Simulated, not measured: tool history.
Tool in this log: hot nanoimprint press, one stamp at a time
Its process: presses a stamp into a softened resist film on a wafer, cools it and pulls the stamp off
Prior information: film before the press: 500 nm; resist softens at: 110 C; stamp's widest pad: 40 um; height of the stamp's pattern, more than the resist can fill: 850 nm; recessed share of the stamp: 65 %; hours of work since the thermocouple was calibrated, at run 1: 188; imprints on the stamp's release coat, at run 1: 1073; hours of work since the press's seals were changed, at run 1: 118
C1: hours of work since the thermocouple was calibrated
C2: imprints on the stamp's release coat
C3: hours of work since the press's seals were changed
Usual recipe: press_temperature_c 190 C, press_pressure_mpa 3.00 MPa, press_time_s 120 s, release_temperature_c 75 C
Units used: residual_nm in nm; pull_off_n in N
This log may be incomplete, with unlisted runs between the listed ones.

Run 1, hour 0.0: usual settings; C1 188; C2 1073; C3 118. Result: residual_nm 287.5 nm, pull_off_n 123 N.
Run 2, hour 5.0: usual settings but press_pressure_mpa 2.38 MPa; C1 191; C2 1093; C3 121. Result: residual_nm 317.6 nm, pull_off_n 123 N.
Run 3, hour 9.1: usual settings but press_pressure_mpa 2.38 MPa; C1 193; C2 1109; C3 123. Result: residual_nm 318.4 nm, pull_off_n 126 N.
Run 4, hour 15.1: usual settings but press_pressure_mpa 2.38 MPa; C1 196; C2 1133; C3 126. Result: residual_nm 318.4 nm, pull_off_n 126 N.
Run 5, hour 23.2: usual settings but press_pressure_mpa 2.38 MPa; C1 200; C2 1165; C3 130. Result: residual_nm 317.0 nm, pull_off_n 129 N.
Run 6, hour 27.9: usual settings but press_pressure_mpa 2.38 MPa; C1 203; C2 1183; C3 132. Result: residual_nm 320.3 nm, pull_off_n 127 N.
Run 7, hour 32.5: usual settings but press_pressure_mpa 2.20 MPa; C1 205; C2 1202; C3 135. Result: residual_nm 327.6 nm, pull_off_n 131 N.
Run 8, hour 40.2: usual settings but press_temperature_c 197 C; C1 209; C2 1232; C3 139. Result: residual_nm 238.6 nm, pull_off_n 129 N.
Run 9, hour 48.1: usual settings but press_time_s 79 s; C1 213; C2 1264; C3 143. Result: residual_nm 326.8 nm, pull_off_n 128 N.
Run 10, hour 54.8: usual settings but press_time_s 79 s; C1 216; C2 1291; C3 146. Result: residual_nm 324.7 nm, pull_off_n 128 N.
Run 11, hour 63.1: usual settings but press_time_s 79 s; C1 221; C2 1323; C3 151. Result: residual_nm 326.3 nm, pull_off_n 127 N.
Run 12, hour 72.7: usual settings but press_time_s 79 s; C1 226; C2 1362; C3 156. Result: residual_nm 327.9 nm, pull_off_n 130 N.
Run 13, hour 81.8: usual settings but press_temperature_c 192 C; C1 230; C2 1398; C3 160. Result: residual_nm 274.1 nm, pull_off_n 128 N.
Run 14, hour 86.7: usual settings but press_temperature_c 192 C; C1 233; C2 1417; C3 163. Result: residual_nm 274.5 nm, pull_off_n 136 N.
Run 15, hour 95.9: usual settings but press_temperature_c 192 C; C1 237; C2 1454; C3 167. Result: residual_nm 274.8 nm, pull_off_n 132 N.
Run 16, hour 103.3: usual settings but press_temperature_c 194 C, press_pressure_mpa 2.55 MPa; C1 241; C2 1483; C3 171. Result: residual_nm 282.1 nm, pull_off_n 135 N.
Run 17, hour 112.5: usual settings but press_temperature_c 194 C, press_pressure_mpa 2.55 MPa; C1 246; C2 1520; C3 176. Result: residual_nm 281.2 nm, pull_off_n 133 N.
Run 18, hour 121.1: usual settings but press_temperature_c 189 C, release_temperature_c 72 C; C1 250; C2 1554; C3 180. Result: residual_nm 300.5 nm, pull_off_n 144 N.
Run 19, hour 129.6: usual settings but press_temperature_c 189 C, release_temperature_c 72 C; C1 255; C2 1588; C3 185. Result: residual_nm 299.3 nm, pull_off_n 149 N.
Run 20, hour 137.3: usual settings but press_pressure_mpa 4.58 MPa, press_time_s 115 s; C1 259; C2 1618; C3 189. Result: residual_nm 243.2 nm, pull_off_n 132 N.
Run 21, hour 142.1: usual settings but press_pressure_mpa 4.58 MPa, press_time_s 115 s; C1 261; C2 1637; C3 191. Result: residual_nm 242.5 nm, pull_off_n 139 N.
Run 22, hour 151.1: usual settings but press_temperature_c 181 C, press_pressure_mpa 2.13 MPa, press_time_s 199 s; C1 266; C2 1673; C3 196. Result: residual_nm 366.5 nm, pull_off_n 135 N.
Run 23, hour 156.4: usual settings but press_pressure_mpa 4.24 MPa; C1 268; C2 1694; C3 198. Result: residual_nm 248.1 nm, pull_off_n 135 N.
Run 24, hour 163.3: usual settings but press_pressure_mpa 4.24 MPa; C1 272; C2 1721; C3 202. Result: residual_nm 249.0 nm, pull_off_n 138 N.
Run 25, hour 167.8: usual settings but press_pressure_mpa 3.54 MPa; C1 274; C2 1739; C3 204. Result: residual_nm 271.1 nm, pull_off_n 139 N.
Run 26, hour 176.4: usual settings but press_pressure_mpa 3.54 MPa; C1 279; C2 1774; C3 209. Result: residual_nm 271.0 nm, pull_off_n 141 N.
Run 27, hour 182.8: usual settings but press_pressure_mpa 3.54 MPa; C1 282; C2 1799; C3 212. Result: residual_nm 270.6 nm, pull_off_n 144 N.
Run 28, hour 188.3: usual settings but press_pressure_mpa 3.54 MPa; C1 285; C2 1821; C3 215. Result: residual_nm 270.6 nm, pull_off_n 136 N.
Run 29, hour 194.7: usual settings but press_temperature_c 192 C, press_pressure_mpa 4.06 MPa; C1 288; C2 1846; C3 218. Result: residual_nm 241.4 nm, pull_off_n 138 N.

Predict each of these 3 candidate next runs independently; none follows another, all start after run 29:
Run A, hour 200.6: usual settings but press_temperature_c 192 C, press_pressure_mpa 3.66 MPa, press_time_s 103 s; C1 291; C2 1870; C3 221. Result: residual_nm ?, pull_off_n ?.
Run B, hour 200.6: usual settings but press_temperature_c 187 C, press_pressure_mpa 2.83 MPa, press_time_s 198 s; C1 291; C2 1870; C3 221. Result: residual_nm ?, pull_off_n ?.
Run C, hour 200.6: usual settings but press_temperature_c 186 C, press_pressure_mpa 4.06 MPa; C1 291; C2 1870; C3 221. Result: residual_nm ?, pull_off_n ?.

run  residual_nm  pull_off_n
  A        265.4         145
  B        279.3         145
  C        285.7         144
The same runs, with their run-to-run variation unchanged, on a tool lacking any hidden condition would have given:
run  residual_nm  pull_off_n
  A        255.3         101
  B        269.1         101
  C        274.4         101

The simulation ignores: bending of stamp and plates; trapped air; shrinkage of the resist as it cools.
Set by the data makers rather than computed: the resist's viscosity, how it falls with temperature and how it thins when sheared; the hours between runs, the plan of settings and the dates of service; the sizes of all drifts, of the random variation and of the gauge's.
